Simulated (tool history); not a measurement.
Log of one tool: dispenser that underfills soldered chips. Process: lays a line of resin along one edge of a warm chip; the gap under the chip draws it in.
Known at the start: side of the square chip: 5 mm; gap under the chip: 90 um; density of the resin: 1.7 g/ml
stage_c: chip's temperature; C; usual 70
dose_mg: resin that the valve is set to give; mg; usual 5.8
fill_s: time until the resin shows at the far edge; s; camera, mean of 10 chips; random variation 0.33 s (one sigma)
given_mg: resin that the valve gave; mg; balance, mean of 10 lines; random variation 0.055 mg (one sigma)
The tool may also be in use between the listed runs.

{"run": 1, "hour": 0.0, "stage_c": 70, "dose_mg": 5.8, "fill_s": 14.6, "given_mg": 5.34}
{"run": 2, "hour": 7.0, "stage_c": 70, "dose_mg": 5.8, "fill_s": 18.1, "given_mg": 5.18}
{"hour": 8.9, "done": "new syringe of resin"}
{"hour": 17.8, "done": "new syringe of resin"}
{"run": 3, "hour": 19.2, "stage_c": 70, "dose_mg": 5.8, "fill_s": 15.1, "given_mg": 5.26}
{"hour": 25.3, "done": "dispensing valve cleaned and set on the balance"}
{"hour": 26.9, "done": "new syringe of resin"}
{"run": 4, "hour": 31.8, "stage_c": 70, "dose_mg": 5.8, "fill_s": 17, "given_mg": 5.76}
{"hour": 34.9, "done": "new syringe of resin"}
{"hour": 43.5, "done": "new syringe of resin"}
{"run": 5, "hour": 43.5, "stage_c": 70, "dose_mg": 7.44, "fill_s": 13.4, "given_mg": 7.37}
{"hour": 52.2, "done": "new syringe of resin"}
{"run": 6, "hour": 53.9, "stage_c": 70, "dose_mg": 7.44, "fill_s": 15.1, "given_mg": 7.33}
{"hour": 61.0, "done": "new syringe of resin"}
{"run": 7, "hour": 64.0, "stage_c": 70, "dose_mg": 6.82, "fill_s": 15.5, "given_mg": 6.62}
{"hour": 69.5, "done": "new syringe of resin"}
{"run": 8, "hour": 73.9, "stage_c": 70, "dose_mg": 6.82, "fill_s": 16.2, "given_mg": 6.7}
{"hour": 77.9, "done": "new syringe of resin"}
{"run": 9, "hour": 82.1, "stage_c": 70, "dose_mg": 6.82, "fill_s": 16.4, "given_mg": 6.55}
{"hour": 85.8, "done": "new syringe of resin"}
{"hour": 93.9, "done": "new syringe of resin"}
{"run": 10, "hour": 97.4, "stage_c": 70, "dose_mg": 7.02, "fill_s": 15.9, "given_mg": 6.75}
{"hour": 102.1, "done": "new syringe of resin"}
{"hour": 109.9, "done": "new syringe of resin"}
{"run": 11, "hour": 114.4, "stage_c": 70, "dose_mg": 7.02, "fill_s": 16.8, "given_mg": 6.69}
{"hour": 118.3, "done": "new syringe of resin"}
{"hour": 126.0, "done": "new syringe of resin"}
{"run": 12, "hour": 126.6, "stage_c": 70, "dose_mg": 5.8, "fill_s": 14.6, "given_mg": 5.53}
{"hour": 133.7, "done": "new syringe of resin"}
{"run": 13, "hour": 136.1, "stage_c": 70, "dose_mg": 5.8, "fill_s": 15.6, "given_mg": 5.36}
{"hour": 141.6, "done": "new syringe of resin"}
{"hour": 150.2, "done": "new syringe of resin"}
{"run": 14, "hour": 152.6, "stage_c": 70, "dose_mg": 5.8, "fill_s": 15.9, "given_mg": 5.3}
{"hour": 158.6, "done": "new syringe of resin"}
{"hour": 166.9, "done": "new syringe of resin"}
{"run": 15, "hour": 169.3, "stage_c": 85, "dose_mg": 5.35, "fill_s": 9.6, "given_mg": 4.9}
{"hour": 175.4, "done": "new syringe of resin"}
{"run": 16, "hour": 176.8, "stage_c": 75, "dose_mg": 6.48, "fill_s": 12.8, "given_mg": 5.9}

The next listed run, before its measurement:
{"hour": 183.3, "done": "new syringe of resin"}
{"hour": 188.5, "done": "stage's temperature calibrated"}
{"hour": 192.5, "done": "new syringe of resin"}
{"run": 17, "hour": 193.6, "stage_c": 70, "dose_mg": 6.44, "fill_s": "?", "given_mg": "?"}

fill_s: 12.9 s
given_mg: 5.81 mg
Without the tool's hidden state the same run would have given fill_s 12.4 s, given_mg 6.45 mg.
